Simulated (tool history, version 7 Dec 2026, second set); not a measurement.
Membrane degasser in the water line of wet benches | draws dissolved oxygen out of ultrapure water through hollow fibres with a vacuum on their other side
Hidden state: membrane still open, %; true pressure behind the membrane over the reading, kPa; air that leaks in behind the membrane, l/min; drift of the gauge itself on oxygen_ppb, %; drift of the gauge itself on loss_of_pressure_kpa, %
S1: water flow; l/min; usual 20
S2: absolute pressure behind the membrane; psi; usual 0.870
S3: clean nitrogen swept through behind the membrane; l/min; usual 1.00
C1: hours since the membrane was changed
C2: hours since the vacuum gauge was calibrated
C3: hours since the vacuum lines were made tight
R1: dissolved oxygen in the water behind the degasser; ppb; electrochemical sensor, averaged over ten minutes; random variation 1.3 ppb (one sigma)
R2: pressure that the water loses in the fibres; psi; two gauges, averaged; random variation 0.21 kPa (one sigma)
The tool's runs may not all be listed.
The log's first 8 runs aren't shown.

run    hour  S1     S2    S3     C1    C2    C3     R1      R2
  9  2067.2  20  0.862  1.00   9335  1605   997  131.9   7.533
 10  2330.8  20  0.862  1.00   9599  1869  1261  135.1   7.574
 11  2483.1  20  0.870  1.76   9751  2021  1413   86.2   7.590
 12  2640.8  20  0.870  1.00   9909  2179  1571  138.6   7.597
 13  2812.4  20  1.552  1.00  10081  2350  1742  333.3   7.594
 14  2996.8  20  1.552  1.00  10265  2535  1927  335.1   7.561
 15  3249.0  20  1.552  1.00  10517  2787  2179  339.2   7.645
 16  3494.5  20  1.552  1.00  10763  3032  2424  330.7   7.641
 17  3674.0  20  0.540  1.00  10942  3212  2604   37.7   7.610
 18  3953.7  26  0.570  0.46  11222  3491  2883  117.5   9.897
 19  4117.1  20  0.570  2.46  11385  3655  3047   27.1   7.664
 20  4370.6  20  0.570  2.46  11639  3908  3300   27.4   7.657
 21  4733.4  23  0.728  1.96  12001  4271  3663   73.9   8.868
 22  5059.6  23  0.728  1.96  12328  4597  3989   76.1   8.821
 23  5337.4  30  1.397  1.00  12606  4875  4267  459.9  11.620
 24  5571.9  20  1.429  0.93  12840  5110  4502  320.8   7.735
 25  5888.3  19  0.529  1.20  13156  5426  4818   29.8   7.333
     5930.8  -- vacuum gauge calibrated
 26  6100.9  19  0.529  1.20  13368   170  5030   26.2   7.337
 27  6251.4  22  2.134  0.52  13519   321  5181  897.1   8.560
 28  6550.8  22  2.134  0.52  13818   620  5480  900.8   8.472
 29  6873.6  22  2.134  0.52  14141   943  5803  885.0   8.530
 30  7022.9  15  0.541  0.51  14291  1092  5952   37.8   5.829
 31  7304.5  32  1.504  1.44  14572  1374  6234  417.8  12.411
 32  7582.2  20  0.946  0.96  14850  1651  6511  164.1   7.758

4 ways to go on from here, each from the tool as it stands after run 32. What would each give?
  A  7850.7  20  1.004  1.77  15118  1920  6780   ?   ?
  B  7850.7  15  1.755  1.01  15118  1920  6780   ?   ?
  C  7850.7  22  0.946  0.96  15118  1920  6780   ?   ?
  D  7850.7  20  1.891  1.00  15118  1920  6780   ?   ?

run     R1     R2
  A  113.2  7.812
  B  298.2  5.844
  C  185.9  8.560
  D  443.5  7.797
Without the tool's hidden state the same runs would have given:
run     R1     R2
  A  105.7  7.214
  B  291.4  5.395
  C  175.6  7.903
  D  433.2  7.198
